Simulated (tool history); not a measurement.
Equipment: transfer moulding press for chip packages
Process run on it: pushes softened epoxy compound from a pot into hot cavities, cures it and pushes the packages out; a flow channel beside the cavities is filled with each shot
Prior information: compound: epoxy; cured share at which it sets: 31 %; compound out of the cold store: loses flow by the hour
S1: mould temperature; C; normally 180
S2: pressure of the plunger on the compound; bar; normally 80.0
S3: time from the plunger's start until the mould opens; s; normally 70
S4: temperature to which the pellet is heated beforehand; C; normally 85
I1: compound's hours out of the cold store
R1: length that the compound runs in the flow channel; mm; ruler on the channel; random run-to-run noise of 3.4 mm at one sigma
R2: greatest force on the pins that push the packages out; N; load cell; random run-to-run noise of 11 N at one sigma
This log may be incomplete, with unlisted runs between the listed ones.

run,hour,S1,S2,S3,S4,I1,R1,R2
1,0.0,180,80.0,70,85,41.1,519,546
2,8.6,180,80.0,70,85,47.9,491,531
3,18.7,180,80.0,70,85,43.5,507,532
4,25.2,180,80.0,70,85,34.0,541,521
5,30.1,180,80.0,70,85,16.3,604,591
6,39.8,180,74.6,70,85,18.9,564,569
7,46.4,180,74.6,70,85,32.7,524,571
8,53.7,180,80.0,70,85,32.9,545,540
# hour 57.0: cavities cleaned with cleaning compound and waxed
# hour 62.2: plunger's sealing rings changed
9,66.1,180,80.0,70,85,38.1,531,536
10,72.2,180,80.0,70,85,29.1,560,568
11,77.1,185,80.0,70,85,37.9,516,406
12,86.6,180,78.1,70,85,17.0,589,593
13,93.3,180,78.1,72,85,23.9,569,527
14,100.6,180,79.0,70,85,26.9,557,558
15,111.6,180,79.0,70,85,11.4,615,599
16,121.5,180,80.0,68,81,47.6,496,585
# hour 128.4: cavities cleaned with cleaning compound and waxed
17,132.3,180,80.0,58,82,44.0,505,867
18,139.0,180,95.6,56,82,9.3,680,1203
19,147.0,180,83.5,91,85,26.5,569,380
20,154.3,180,80.0,104,80,25.1,576,376
21,164.6,180,80.0,104,80,38.5,525,368
22,170.5,178,80.0,68,90,10.7,633,739

Run 23 is up next; what results do you expect?
23,181.9,184,68.0,89,91,26.1,?,?

R1: 512 mm
R2: 362 N
With the hidden condition absent and the run-to-run variation left alone, this run would have shown R1 513 mm, R2 357 N.
